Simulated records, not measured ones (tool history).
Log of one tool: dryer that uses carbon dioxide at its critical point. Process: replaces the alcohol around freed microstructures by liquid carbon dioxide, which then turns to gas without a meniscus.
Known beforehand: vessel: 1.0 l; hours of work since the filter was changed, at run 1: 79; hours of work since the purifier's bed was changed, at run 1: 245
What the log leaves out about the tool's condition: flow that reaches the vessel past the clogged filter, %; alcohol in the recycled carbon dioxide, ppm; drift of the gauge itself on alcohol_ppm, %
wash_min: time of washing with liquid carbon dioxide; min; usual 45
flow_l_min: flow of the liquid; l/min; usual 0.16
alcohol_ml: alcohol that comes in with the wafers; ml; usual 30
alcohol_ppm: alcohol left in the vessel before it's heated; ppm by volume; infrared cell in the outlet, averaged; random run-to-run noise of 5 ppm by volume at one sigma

run,hour,wash_min,flow_l_min,alcohol_ml,hours of work since the filter was changed,hours of work since the purifier's bed was changed,alcohol_ppm
1,0,45,0.16,30,79,245,94
2,4.1,45,0.16,30,82,248,91
3,8.7,45,0.16,30,85,251,90
4,17.8,45,0.15,30,90,256,121
5,23.5,45,0.15,30,94,260,114
6,33,45,0.15,30,100,266,116
7,38.9,45,0.15,30,104,270,119
8,46.8,45,0.15,30,109,275,121
9,55.3,45,0.15,30,115,281,129
10,61.6,45,0.108,30,119,285,434
11,70,45,0.16,30,124,290,106
12,75,37,0.16,30,127,293,191
13,84.6,37,0.16,30,133,299,183
14,91.8,27,0.165,42,138,304,709
15,100.6,31,0.096,30,144,310,2096
16,110.2,31,0.096,30,150,316,2143
17,119.9,45,0.107,30,156,322,463
18,125.8,45,0.107,30,160,326,462
19,135.3,47,0.137,29,166,332,158
20,143.1,71,0.268,35,171,337,89
21,149.3,71,0.268,35,175,341,86

For some of the steps in alcohol_ppm from one run to the next: how much would appear even if the tool had no hidden state, given the settings, what came in and random variation, and how much remains for the hidden state plus any gauge scatter that the measured result and the result without hidden state don't share?
Run 14 -> 15: wash_min 27 -> 31, flow_l_min 0.165 -> 0.096, alcohol_ml 42 -> 30. alcohol_ppm +1387 ppm by volume: hidden state +87, all else +1300.
Run 16 -> 17: wash_min 31 -> 45, flow_l_min 0.096 -> 0.107. alcohol_ppm -1680 ppm by volume: hidden state -120, all else -1560.

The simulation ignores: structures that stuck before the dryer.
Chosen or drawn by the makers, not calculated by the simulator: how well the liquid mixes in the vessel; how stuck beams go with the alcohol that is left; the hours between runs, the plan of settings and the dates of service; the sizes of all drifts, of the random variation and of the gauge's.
